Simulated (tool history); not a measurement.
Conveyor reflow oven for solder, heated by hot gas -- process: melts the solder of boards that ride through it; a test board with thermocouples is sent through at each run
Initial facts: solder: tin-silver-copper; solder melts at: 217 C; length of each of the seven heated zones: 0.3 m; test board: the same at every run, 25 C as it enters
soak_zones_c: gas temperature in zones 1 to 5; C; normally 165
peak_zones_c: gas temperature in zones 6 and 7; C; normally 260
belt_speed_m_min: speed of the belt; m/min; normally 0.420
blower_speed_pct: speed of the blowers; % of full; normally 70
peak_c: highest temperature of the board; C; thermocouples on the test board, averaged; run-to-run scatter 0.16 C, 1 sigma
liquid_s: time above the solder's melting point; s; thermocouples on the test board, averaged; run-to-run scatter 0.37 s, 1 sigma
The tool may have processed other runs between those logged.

Run 1, hour 0.0: usual settings. Result: peak_c 246.6 C, liquid_s 57.3 s.
Run 2, hour 11.1: usual settings but belt_speed_m_min 0.449 m/min. Result: peak_c 244.5 C, liquid_s 50.4 s.
At hour 20.8: thermocouples of zones 6 and 7 changed.
Run 3, hour 27.9: usual settings but soak_zones_c 170 C. Result: peak_c 245.9 C, liquid_s 58.4 s.
Run 4, hour 34.2: usual settings. Result: peak_c 245.1 C, liquid_s 55.4 s.
Run 5, hour 44.4: usual settings. Result: peak_c 244.7 C, liquid_s 55.6 s.
Run 6, hour 52.6: usual settings but belt_speed_m_min 0.457 m/min. Result: peak_c 242.4 C, liquid_s 47.1 s.
Run 7, hour 62.1: usual settings but blower_speed_pct 66 % of full. Result: peak_c 243.7 C, liquid_s 53.3 s.
Run 8, hour 76.4: usual settings but blower_speed_pct 83 % of full. Result: peak_c 248.3 C, liquid_s 60.5 s.
Run 9, hour 92.0: usual settings. Result: peak_c 244.9 C, liquid_s 55.0 s.
Run 10, hour 99.5: usual settings but belt_speed_m_min 0.455 m/min. Result: peak_c 242.4 C, liquid_s 48.1 s.
Run 11, hour 108.2: usual settings but belt_speed_m_min 0.455 m/min. Result: peak_c 242.8 C, liquid_s 47.7 s.
Run 12, hour 120.1: usual settings. Result: peak_c 245.3 C, liquid_s 55.9 s.
Run 13, hour 131.8: usual settings. Result: peak_c 245.0 C, liquid_s 55.4 s.
Run 14, hour 146.5: usual settings. Result: peak_c 244.8 C, liquid_s 55.8 s.
Run 15, hour 155.0: usual settings but soak_zones_c 162 C. Result: peak_c 244.5 C, liquid_s 54.4 s.
Run 16, hour 168.7: usual settings but soak_zones_c 157 C, belt_speed_m_min 0.480 m/min, blower_speed_pct 62 % of full. Result: peak_c 235.6 C, liquid_s 34.3 s.
Run 17, hour 176.1: usual settings but soak_zones_c 157 C, peak_zones_c 266 C, belt_speed_m_min 0.371 m/min, blower_speed_pct 62 % of full. Result: peak_c 250.3 C, liquid_s 66.2 s.
Run 18, hour 189.6: usual settings but soak_zones_c 169 C, peak_zones_c 252 C, belt_speed_m_min 0.397 m/min, blower_speed_pct 55 % of full. Result: peak_c 235.7 C, liquid_s 47.0 s.
Run 19, hour 197.0: usual settings but soak_zones_c 169 C, belt_speed_m_min 0.397 m/min, blower_speed_pct 59 % of full. Result: peak_c 243.8 C, liquid_s 58.6 s.
Run 20, hour 206.9: usual settings but belt_speed_m_min 0.425 m/min, blower_speed_pct 78 % of full. Result: peak_c 246.8 C, liquid_s 56.9 s.
Run 21, hour 222.1: usual settings but soak_zones_c 155 C, belt_speed_m_min 0.380 m/min, blower_speed_pct 64 % of full. Result: peak_c 244.6 C, liquid_s 57.9 s.
Run 22, hour 233.1: usual settings but peak_zones_c 267 C, belt_speed_m_min 0.439 m/min, blower_speed_pct 85 % of full. Result: peak_c 253.5 C, liquid_s 60.9 s.
Run 23, hour 244.2: usual settings but peak_zones_c 267 C, belt_speed_m_min 0.439 m/min, blower_speed_pct 85 % of full. Result: peak_c 253.9 C, liquid_s 62.1 s.
Run 24, hour 255.3: usual settings but soak_zones_c 174 C, blower_speed_pct 73 % of full. Result: peak_c 247.2 C, liquid_s 61.9 s.
Run 25, hour 270.6: usual settings but soak_zones_c 151 C, peak_zones_c 272 C, belt_speed_m_min 0.341 m/min, blower_speed_pct 89 % of full. Result: peak_c 264.0 C, liquid_s 84.8 s.
Run 26, hour 281.2: usual settings but soak_zones_c 160 C, peak_zones_c 264 C, belt_speed_m_min 0.342 m/min, blower_speed_pct 87 % of full. Result: peak_c 256.8 C, liquid_s 82.7 s.
Run 27, hour 291.3: usual settings but soak_zones_c 156 C, peak_zones_c 270 C, belt_speed_m_min 0.342 m/min, blower_speed_pct 87 % of full. Result: peak_c 262.3 C, liquid_s 85.2 s.
At hour 304.9: flux residue cleaned out of gas plates and filters.
Run 28, hour 307.1: usual settings but soak_zones_c 156 C, peak_zones_c 270 C, belt_speed_m_min 0.342 m/min, blower_speed_pct 87 % of full. Result: peak_c 262.8 C, liquid_s 85.7 s.
Run 29, hour 316.8: usual settings but belt_speed_m_min 0.463 m/min. Result: peak_c 242.4 C, liquid_s 47.7 s.
Run 30, hour 323.2: usual settings but soak_zones_c 155 C, peak_zones_c 257 C, belt_speed_m_min 0.397 m/min, blower_speed_pct 88 % of full. Result: peak_c 247.8 C, liquid_s 61.0 s.

Predict each of these 3 candidate next runs independently; none follows another, all start after run 30:
Run A, hour 337.3: usual settings but soak_zones_c 155 C, peak_zones_c 257 C, belt_speed_m_min 0.397 m/min, blower_speed_pct 62 % of full. Result: peak_c ?, liquid_s ?.
Run B, hour 337.3: usual settings but soak_zones_c 158 C, belt_speed_m_min 0.387 m/min, blower_speed_pct 67 % of full. Result: peak_c ?, liquid_s ?.
Run C, hour 337.3: usual settings but soak_zones_c 172 C, peak_zones_c 272 C. Result: peak_c ?, liquid_s ?.

run  peak_c  liquid_s
  A   240.9      51.0
  B   246.4      60.0
  C   257.5      68.9
Without the tool's unlogged condition, the same runs would have read:
run  peak_c  liquid_s
  A   240.2      49.0
  B   245.7      58.0
  C   256.9      67.1

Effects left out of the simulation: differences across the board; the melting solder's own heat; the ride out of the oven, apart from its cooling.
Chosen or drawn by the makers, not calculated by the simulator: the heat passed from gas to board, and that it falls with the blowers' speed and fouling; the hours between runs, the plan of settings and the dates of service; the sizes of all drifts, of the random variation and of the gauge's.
